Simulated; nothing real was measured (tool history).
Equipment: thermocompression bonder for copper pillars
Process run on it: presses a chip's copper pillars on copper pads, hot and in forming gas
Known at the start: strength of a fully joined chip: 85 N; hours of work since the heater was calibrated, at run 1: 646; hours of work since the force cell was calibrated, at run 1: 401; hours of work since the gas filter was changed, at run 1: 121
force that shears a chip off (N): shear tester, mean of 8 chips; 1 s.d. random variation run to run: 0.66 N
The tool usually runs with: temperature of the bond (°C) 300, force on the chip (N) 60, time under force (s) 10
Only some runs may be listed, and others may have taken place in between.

run,hour,temperature of the bond (°C),force on the chip (N),time under force (s),hours of work since the heater was calibrated,hours of work since the force cell was calibrated,hours of work since the gas filter was changed,force that shears a chip off (N)
1,0,300,60,10,646,401,121,39
2,49.1,300,60,10,667,422,142,38.7
3,86.7,300,60,10,683,438,158,38.7
4,130.2,300,60,10,702,456,177,37.8
5,180.2,300,60,10,723,478,198,39
6,208.7,300,60,10,735,490,211,38.2
7,254,300,60,10,755,509,230,38.1
8,289,300,60,10,770,524,245,37.9
9,316.1,300,60,10,781,536,256,38.8
10,366.6,300,60,10,803,557,278,36.6
11,401.2,300,60,10,818,572,293,36.6
12,438.5,275,60,10,834,588,309,27.5
13,479.2,275,60,10,851,605,326,27.5
14,522.7,275,60,7,870,624,345,24.4
15,572,275,60,7,891,645,366,25.1
16,621.9,275,60,7,912,666,387,24.8
17,671.5,275,60,7,933,688,408,23.9
18,711.4,283,48,7,950,705,425,20
19,742.2,300,43,25,963,718,439,37.5
20,778.4,300,43,25,979,733,454,37.1
21,828.6,308,46,16,1000,755,476,36

For run 22, what comes out?
# hour 833: forming gas filter changed
22,861.4,308,46,16,1014,769,12,?

For run 22 the tool returned force that shears a chip off (N) 37.4.
Were there no unlogged condition in the tool, this run, its random variation unchanged, would have produced force that shears a chip off (N) 43.5.

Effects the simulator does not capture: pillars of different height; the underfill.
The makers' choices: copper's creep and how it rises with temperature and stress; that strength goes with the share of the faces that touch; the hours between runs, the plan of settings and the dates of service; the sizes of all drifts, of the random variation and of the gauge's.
